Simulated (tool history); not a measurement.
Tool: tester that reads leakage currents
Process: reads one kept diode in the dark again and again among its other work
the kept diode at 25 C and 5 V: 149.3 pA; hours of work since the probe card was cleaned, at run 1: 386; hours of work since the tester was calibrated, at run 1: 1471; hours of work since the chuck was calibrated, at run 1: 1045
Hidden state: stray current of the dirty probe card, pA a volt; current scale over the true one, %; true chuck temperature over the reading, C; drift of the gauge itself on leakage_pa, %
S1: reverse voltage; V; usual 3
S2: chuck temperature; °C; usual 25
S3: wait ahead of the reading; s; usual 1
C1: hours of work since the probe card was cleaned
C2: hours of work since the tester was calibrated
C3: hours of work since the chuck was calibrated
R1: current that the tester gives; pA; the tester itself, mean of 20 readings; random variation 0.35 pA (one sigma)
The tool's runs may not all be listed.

{"run": 1, "hour": 0.0, "S1": 3, "S2": 25, "S3": 1, "C1": 386, "C2": 1471, "C3": 1045, "R1": 116.64}
{"run": 2, "hour": 16.0, "S1": 3, "S2": 25, "S3": 1, "C1": 394, "C2": 1478, "C3": 1052, "R1": 116.68}
{"run": 3, "hour": 40.9, "S1": 3, "S2": 25, "S3": 1, "C1": 405, "C2": 1490, "C3": 1064, "R1": 117.09}
{"run": 4, "hour": 69.6, "S1": 3, "S2": 25, "S3": 1, "C1": 419, "C2": 1504, "C3": 1078, "R1": 117.45}
{"run": 5, "hour": 99.5, "S1": 3, "S2": 25, "S3": 1, "C1": 433, "C2": 1518, "C3": 1092, "R1": 117.17}
{"run": 6, "hour": 127.7, "S1": 3, "S2": 25, "S3": 1, "C1": 447, "C2": 1532, "C3": 1106, "R1": 116.36}
{"run": 7, "hour": 149.0, "S1": 3, "S2": 24, "S3": 1, "C1": 457, "C2": 1542, "C3": 1116, "R1": 108.09}
{"run": 8, "hour": 175.4, "S1": 3, "S2": 24, "S3": 1, "C1": 470, "C2": 1554, "C3": 1129, "R1": 108.39}
{"run": 9, "hour": 194.7, "S1": 3, "S2": 24, "S3": 1, "C1": 479, "C2": 1564, "C3": 1138, "R1": 108.2}
{"run": 10, "hour": 226.2, "S1": 3, "S2": 24, "S3": 1, "C1": 494, "C2": 1579, "C3": 1153, "R1": 108.25}
{"run": 11, "hour": 248.3, "S1": 3, "S2": 24, "S3": 1, "C1": 505, "C2": 1589, "C3": 1163, "R1": 108.43}
{"run": 12, "hour": 275.9, "S1": 3, "S2": 21, "S3": 1, "C1": 518, "C2": 1602, "C3": 1177, "R1": 85.25}
{"run": 13, "hour": 294.7, "S1": 3, "S2": 21, "S3": 1, "C1": 527, "C2": 1611, "C3": 1186, "R1": 85.08}
{"run": 14, "hour": 324.3, "S1": 3, "S2": 21, "S3": 1, "C1": 541, "C2": 1626, "C3": 1200, "R1": 85.21}
{"run": 15, "hour": 351.6, "S1": 3, "S2": 21, "S3": 1, "C1": 554, "C2": 1639, "C3": 1213, "R1": 85.63}
{"run": 16, "hour": 372.1, "S1": 3, "S2": 25, "S3": 1, "C1": 564, "C2": 1648, "C3": 1223, "R1": 117.5}
{"run": 17, "hour": 388.6, "S1": 3, "S2": 25, "S3": 1, "C1": 572, "C2": 1656, "C3": 1230, "R1": 117.02}
{"run": 18, "hour": 409.5, "S1": 3, "S2": 25, "S3": 1, "C1": 582, "C2": 1666, "C3": 1240, "R1": 116.84}
{"run": 19, "hour": 432.6, "S1": 3, "S2": 25, "S3": 1, "C1": 593, "C2": 1677, "C3": 1252, "R1": 116.93}
{"run": 20, "hour": 458.0, "S1": 3.02, "S2": 25, "S3": 1, "C1": 605, "C2": 1689, "C3": 1264, "R1": 117.31}
{"run": 21, "hour": 477.8, "S1": 2.27, "S2": 32, "S3": 1.74, "C1": 614, "C2": 1699, "C3": 1273, "R1": 172.62}
{"run": 22, "hour": 492.9, "S1": 8.81, "S2": 25, "S3": 5.95, "C1": 622, "C2": 1706, "C3": 1280, "R1": 199.49}
{"run": 23, "hour": 515.3, "S1": 8.81, "S2": 37, "S3": 4.68, "C1": 632, "C2": 1717, "C3": 1291, "R1": 489.35}
{"run": 24, "hour": 548.4, "S1": 3, "S2": 23, "S3": 8.18, "C1": 648, "C2": 1733, "C3": 1307, "R1": 98.99}
{"run": 25, "hour": 563.7, "S1": 3, "S2": 33, "S3": 1.89, "C1": 655, "C2": 1740, "C3": 1314, "R1": 213.79}
{"run": 26, "hour": 578.5, "S1": 13.5, "S2": 39, "S3": 4.27, "C1": 662, "C2": 1747, "C3": 1321, "R1": 706.6}
{"run": 27, "hour": 600.0, "S1": 13.5, "S2": 39, "S3": 4.27, "C1": 673, "C2": 1757, "C3": 1332, "R1": 704.3}
{"run": 28, "hour": 620.0, "S1": 3.02, "S2": 28, "S3": 0.56, "C1": 682, "C2": 1767, "C3": 1341, "R1": 148.23}
{"run": 29, "hour": 638.9, "S1": 3.02, "S2": 28, "S3": 5.91, "C1": 691, "C2": 1776, "C3": 1350, "R1": 147.06}
{"run": 30, "hour": 661.4, "S1": 1.84, "S2": 43, "S3": 0.42, "C1": 702, "C2": 1787, "C3": 1361, "R1": 345.52}
{"run": 31, "hour": 682.9, "S1": 1.25, "S2": 30, "S3": 1, "C1": 712, "C2": 1797, "C3": 1371, "R1": 109.87}
{"run": 32, "hour": 712.8, "S1": 1.25, "S2": 30, "S3": 1, "C1": 727, "C2": 1811, "C3": 1385, "R1": 109.52}
{"run": 33, "hour": 744.5, "S1": 7.01, "S2": 32, "S3": 1, "C1": 742, "C2": 1826, "C3": 1401, "R1": 307.01}
{"run": 34, "hour": 777.6, "S1": 10.3, "S2": 56, "S3": 5.73, "C1": 758, "C2": 1842, "C3": 1416, "R1": 1935.5}
{"run": 35, "hour": 805.0, "S1": 10.3, "S2": 56, "S3": 5.73, "C1": 771, "C2": 1855, "C3": 1430, "R1": 1943.51}
{"run": 36, "hour": 831.0, "S1": 5.91, "S2": 28, "S3": 6.03, "C1": 783, "C2": 1868, "C3": 1442, "R1": 206.77}
{"run": 37, "hour": 863.7, "S1": 5.91, "S2": 28, "S3": 6.03, "C1": 799, "C2": 1883, "C3": 1458, "R1": 205.84}
{"run": 38, "hour": 894.5, "S1": 5.91, "S2": 28, "S3": 6.03, "C1": 813, "C2": 1898, "C3": 1472, "R1": 206.84}
{"hour": 916.3, "done": "chuck's temperature calibrated"}
{"run": 39, "hour": 919.5, "S1": 2.28, "S2": 28, "S3": 9.66, "C1": 824, "C2": 1909, "C3": 1, "R1": 126.48}

3 ways to go on from here, each from the tool as it stands after run 39. What would each give?
{"run": "A", "hour": 949.3, "S1": 7.16, "S2": 28, "S3": 1.82, "C1": 839, "C2": 1923, "C3": 16, "R1": "?"}
{"run": "B", "hour": 949.3, "S1": 2.28, "S2": 28, "S3": 0.82, "C1": 839, "C2": 1923, "C3": 16, "R1": "?"}
{"run": "C", "hour": 949.3, "S1": 3, "S2": 25, "S3": 1.86, "C1": 839, "C2": 1923, "C3": 16, "R1": "?"}

run=A R1=227.45
run=B R1=128.18
run=C R1=115.81
Without the tool's hidden state the same runs would have given:
run=A R1=227.38
run=B R1=128.15
run=C R1=115.78

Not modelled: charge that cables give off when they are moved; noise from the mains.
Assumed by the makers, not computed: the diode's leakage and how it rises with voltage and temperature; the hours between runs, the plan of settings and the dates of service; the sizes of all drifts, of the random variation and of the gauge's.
